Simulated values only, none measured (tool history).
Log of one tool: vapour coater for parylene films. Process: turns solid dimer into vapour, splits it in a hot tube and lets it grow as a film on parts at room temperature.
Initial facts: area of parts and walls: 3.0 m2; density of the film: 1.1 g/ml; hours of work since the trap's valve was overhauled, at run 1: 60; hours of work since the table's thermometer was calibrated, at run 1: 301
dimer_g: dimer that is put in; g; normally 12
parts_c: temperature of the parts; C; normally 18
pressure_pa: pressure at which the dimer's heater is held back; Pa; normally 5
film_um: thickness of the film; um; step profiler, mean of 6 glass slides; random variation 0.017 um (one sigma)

| run | hour | dimer_g | parts_c | pressure_pa | hours of work since the trap's valve was overhauled | hours of work since the table's thermometer was calibrated | film_um |
|---|---|---|---|---|---|---|---|
| 1 | 0 | 12 | 18 | 5 | 60 | 301 | 2.66 |
| 2 | 10.7 | 11 | 18 | 5 | 67 | 307 | 2.45 |
| 3 | 21.2 | 11 | 18 | 5 | 73 | 314 | 2.39 |
| 4 | 37.6 | 11 | 18 | 5 | 83 | 324 | 2.41 |
| 5 | 45.2 | 11 | 18 | 5 | 87 | 328 | 2.38 |
| 6 | 61.4 | 11 | 18 | 5 | 97 | 338 | 2.39 |
| 7 | 72.5 | 11 | 18 | 5 | 104 | 344 | 2.45 |
| 8 | 81.5 | 11 | 18 | 5 | 109 | 350 | 2.39 |
| 9 | 96.6 | 12 | 18 | 5 | 118 | 359 | 2.58 |
| 10 | 104.9 | 12 | 18 | 5 | 123 | 364 | 2.57 |
| 11 | 117.3 | 12 | 18 | 5 | 130 | 371 | 2.61 |
| 12 | 126.3 | 12 | 18 | 5 | 136 | 376 | 2.6 |
| 13 | 141.4 | 12 | 18 | 5 | 145 | 385 | 2.62 |
| 14 | 154.4 | 12 | 18 | 5 | 152 | 393 | 2.59 |
| 15 | 166.7 | 12 | 18 | 5 | 160 | 400 | 2.62 |
| 16 | 180.8 | 12 | 18 | 5 | 168 | 409 | 2.57 |
| 17 | 188.5 | 12 | 18 | 5 | 173 | 413 | 2.58 |
| 18 | 200 | 12 | 18 | 5 | 180 | 420 | 2.58 |
| 19 | 214.9 | 12 | 18 | 5 | 188 | 429 | 2.58 |
| 20 | 231.3 | 12 | 18 | 5 | 198 | 439 | 2.58 |
| 21 | 240 | 12 | 30 | 5 | 203 | 444 | 1.85 |
| 22 | 248.8 | 12 | 30 | 5 | 209 | 449 | 1.81 |
| 23 | 261.4 | 12 | 30 | 5 | 216 | 457 | 1.81 |
| 24 | 272.7 | 12 | 30 | 5 | 223 | 464 | 1.83 |
| 25 | 285.6 | 18 | 15 | 5 | 231 | 471 | 4.19 |
| 26 | 295.6 | 9 | 22 | 7.03 | 237 | 477 | 1.59 |
| 27 | 308.2 | 7 | 21 | 4.07 | 244 | 485 | 1.42 |
| 28 | 315.6 | 12 | 11 | 4.09 | 249 | 489 | 3.24 |
| 29 | 324.5 | 12 | 11 | 4.09 | 254 | 495 | 3.23 |
| 30 | 338.6 | 16 | 14 | 7.68 | 262 | 503 | 3.5 |
| 31 | 352.3 | 16 | 14 | 7.68 | 270 | 511 | 3.46 |
| 32 | 363.8 | 16 | 12 | 7.68 | 277 | 518 | 3.68 |
| 33 | 374.6 | 5 | 11 | 5 | 284 | 524 | 1.29 |
| 34 | 389.1 | 12 | 11 | 5.91 | 292 | 533 | 2.96 |
| 35 | 400.3 | 8 | 30 | 2.22 | 299 | 540 | 1.41 |
| 36 | 414 | 19 | 19 | 5.49 | 307 | 548 | 3.84 |
| 37 | 430.8 | 6 | 19 | 11.96 | 317 | 558 | 1.02 |
| 38 | 442.6 | 12 | 24 | 2.89 | 324 | 565 | 2.36 |
| 39 | 457.3 | 12 | 24 | 2.89 | 333 | 574 | 2.38 |
| 40 | 465 | 6 | 24 | 9.15 | 338 | 578 | 0.93 |
| 41 | 477.8 | 5 | 28 | 5 | 345 | 586 | 0.78 |
| 42 | 486.4 | 19 | 15 | 3.72 | 350 | 591 | 4.62 |
| 43 | 502.9 | 10 | 21 | 5.81 | 360 | 601 | 1.89 |

For run 44, what comes out?
| 44 | 516.5 | 10 | 21 | 5.81 | 368 | 609 | ? |

{"run 44": {"film_um": 1.88}}
Were there no unlogged condition in the tool, this run, its random variation unchanged, would have produced film_um 2 um.
